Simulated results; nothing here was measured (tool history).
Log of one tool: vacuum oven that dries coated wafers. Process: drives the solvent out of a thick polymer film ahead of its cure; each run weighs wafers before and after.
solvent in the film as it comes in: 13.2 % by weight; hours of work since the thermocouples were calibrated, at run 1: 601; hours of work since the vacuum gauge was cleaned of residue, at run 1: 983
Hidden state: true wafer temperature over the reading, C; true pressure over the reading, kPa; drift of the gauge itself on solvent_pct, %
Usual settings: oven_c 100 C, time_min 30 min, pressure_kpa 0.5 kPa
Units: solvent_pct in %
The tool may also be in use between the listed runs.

run,hour,oven_c,time_min,pressure_kpa,hours of work since the thermocouples were calibrated,hours of work since the vacuum gauge was cleaned of residue,solvent_pct
1,0,100,30,0.5,601,983,0.93
2,35.1,100,30,0.5,621,1004,0.89
3,86.7,100,30,0.5,652,1034,1.02
4,111.2,100,16,0.5,666,1048,2.48
5,140.6,90,30,0.5,684,1066,2.76
6,191.3,90,47,0.5,713,1096,1.64
7,235.3,100,30,0.5,739,1122,1
8,263.8,100,30,0.5,756,1138,0.97
9,318.8,100,30,0.299,789,1171,0.96
10,343.5,100,30,0.5,803,1185,1.08
11,375.3,100,30,0.5,822,1204,1.03
12,431.1,100,30,0.766,855,1237,1.31
13,479,100,30,0.766,883,1265,1.31
14,515.7,113,37,1.072,905,1287,0.7
15,566.2,100,16,1.302,934,1317,3.21
16,622.3,100,40,0.323,967,1350,0.69
17,668.2,100,40,0.323,994,1377,0.73
18,723.2,106,32,0.306,1027,1409,0.47
19,781.2,89,30,1.672,1061,1443,4.45
20,824,90,30,0.296,1086,1468,2.73
21,857.6,94,30,0.68,1106,1488,2.18
22,905.7,105,30,0.349,1134,1517,0.59
23,958.6,105,30,0.349,1166,1548,0.63
24,994.1,105,30,0.349,1187,1569,0.61
25,1044.7,105,30,0.349,1216,1598,0.68

The same runs without the tool's hidden state, with the same run-to-run variation:
run,solvent_pct
1,0.72
2,0.67
3,0.79
4,2.13
5,2.33
6,1.28
7,0.75
8,0.71
9,0.69
10,0.8
11,0.75
12,1.01
13,1
14,0.56
15,2.72
16,0.44
17,0.48
18,0.27
19,3.75
20,2.09
21,1.61
22,0.33
23,0.38
24,0.35
25,0.42
